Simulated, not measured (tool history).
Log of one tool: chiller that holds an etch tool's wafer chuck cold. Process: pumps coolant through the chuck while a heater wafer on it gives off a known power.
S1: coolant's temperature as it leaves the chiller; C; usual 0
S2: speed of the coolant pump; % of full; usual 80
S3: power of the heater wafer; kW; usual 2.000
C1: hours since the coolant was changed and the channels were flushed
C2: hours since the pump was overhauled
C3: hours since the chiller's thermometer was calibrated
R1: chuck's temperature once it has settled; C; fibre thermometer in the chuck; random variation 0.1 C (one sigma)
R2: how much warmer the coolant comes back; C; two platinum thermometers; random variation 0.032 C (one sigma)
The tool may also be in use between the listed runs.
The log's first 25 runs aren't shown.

run    hour  S1  S2     S3    C1    C2    C3    R1    R2
 26  1560.5  -5  87  1.312  3388  4328  1972   8.8  3.22
 27  1601.5  -5  87  1.312  3429  4369  2013   8.9  3.23
     1643.2  -- chiller's thermometer calibrated
 28  1653.5   0  61  2.000  3480  4420    10  26.0  7.33
 29  1732.3  -2  80  1.940  3559  4499    89  19.5  5.35
 30  1816.1   0  95  2.000  3643  4583   173  19.9  4.53
 31  1889.7   0  95  1.483  3717  4656   246  14.7  3.33
 32  1939.6   9  78  2.717  3766  4706   296  39.5  7.61
 33  1984.4  -5  80  1.232  3811  4751   341   8.5  3.27

3 ways to go on from here, each from the tool as it stands after run 33. What would each give?
  A  2043.9  -3  73  1.232  3871  4811  401   ?   ?
  B  2043.9  -6  80  1.232  3871  4811  401   ?   ?
  C  2043.9   0  82  2.000  3871  4811  401   ?   ?

run    R1    R2
  A  11.5  3.74
  B   7.7  3.33
  C  21.8  5.30
Without the tool's hidden state the same runs would have given:
run    R1    R2
  A  10.5  3.61
  B   6.8  3.22
  C  20.4  5.12
